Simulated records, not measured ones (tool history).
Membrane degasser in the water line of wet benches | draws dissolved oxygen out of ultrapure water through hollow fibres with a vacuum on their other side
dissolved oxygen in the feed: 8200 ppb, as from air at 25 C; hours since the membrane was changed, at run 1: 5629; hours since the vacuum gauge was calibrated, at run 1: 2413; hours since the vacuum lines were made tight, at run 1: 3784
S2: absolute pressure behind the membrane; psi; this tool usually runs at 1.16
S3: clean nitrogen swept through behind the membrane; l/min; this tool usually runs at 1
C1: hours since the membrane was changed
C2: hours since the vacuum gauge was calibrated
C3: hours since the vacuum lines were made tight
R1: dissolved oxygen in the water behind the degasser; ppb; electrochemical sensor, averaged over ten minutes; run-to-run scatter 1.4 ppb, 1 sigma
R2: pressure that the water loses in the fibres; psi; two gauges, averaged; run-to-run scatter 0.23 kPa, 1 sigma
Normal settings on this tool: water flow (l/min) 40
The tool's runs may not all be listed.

Run 1, hour 0: usual settings; C1 5629; C2 2413; C3 3784. Result: R1 382.3 ppb, R2 8.491 psi.
Run 2, hour 153.8: usual settings; C1 5783; C2 2567; C3 3938. Result: R1 382 ppb, R2 8.517 psi.
Run 3, hour 292.2: usual settings; C1 5921; C2 2706; C3 4076. Result: R1 381.5 ppb, R2 8.485 psi.
Run 4, hour 489.9: usual settings; C1 6119; C2 2903; C3 4274. Result: R1 383.1 ppb, R2 8.492 psi.
Run 5, hour 618.9: usual settings but S2 0.902 psi; C1 6248; C2 3032; C3 4403. Result: R1 248.5 ppb, R2 8.489 psi.
Run 6, hour 727.1: usual settings; C1 6356; C2 3140; C3 4511. Result: R1 382 ppb, R2 8.501 psi.
Run 7, hour 858.5: usual settings; C1 6487; C2 3272; C3 4642. Result: R1 385.1 ppb, R2 8.515 psi.
Run 8, hour 1050.7: usual settings but water flow (l/min) 50; C1 6679; C2 3464; C3 4834. Result: R1 458.1 ppb, R2 10.721 psi.
Run 9, hour 1189.9: usual settings but S2 1.894 psi, S3 2.51 l/min; C1 6819; C2 3603; C3 4974. Result: R1 354.2 ppb, R2 8.54 psi.
Run 10, hour 1374.9: usual settings but water flow (l/min) 26, S3 2 l/min; C1 7004; C2 3788; C3 5159. Result: R1 147.6 ppb, R2 5.535 psi.
Run 11, hour 1503.5: usual settings but S2 2.731 psi; C1 7132; C2 3917; C3 5287. Result: R1 1125.3 ppb, R2 8.567 psi.
Run 12, hour 1649: usual settings but S2 2.731 psi; C1 7278; C2 4062; C3 5433. Result: R1 1119.6 ppb, R2 8.576 psi.
Run 13, hour 1872.3: usual settings but S2 1.21 psi, S3 1.71 l/min; C1 7501; C2 4286; C3 5656. Result: R1 268 ppb, R2 8.578 psi.

Branching from run 13: 3 alternative next runs. What would each branch give?
Run A, hour 2004.4: usual settings but water flow (l/min) 26, S2 1.427 psi, S3 1.71 l/min; C1 7633; C2 4418; C3 5788. Result: R1 ?, R2 ?.
Run B, hour 2004.4: usual settings but water flow (l/min) 30, S2 1.34 psi, S3 0.84 l/min; C1 7633; C2 4418; C3 5788. Result: R1 ?, R2 ?.
Run C, hour 2004.4: usual settings but S3 0.45 l/min; C1 7633; C2 4418; C3 5788. Result: R1 ?, R2 ?.

run     R1     R2
  A  232.7  5.558
  B  436.4  6.448
  C  671.5  8.544
Without the tool's unlogged condition, the same runs would have read:
run     R1     R2
  A  225.7  5.366
  B  423.3  6.228
  C  648.3  8.251
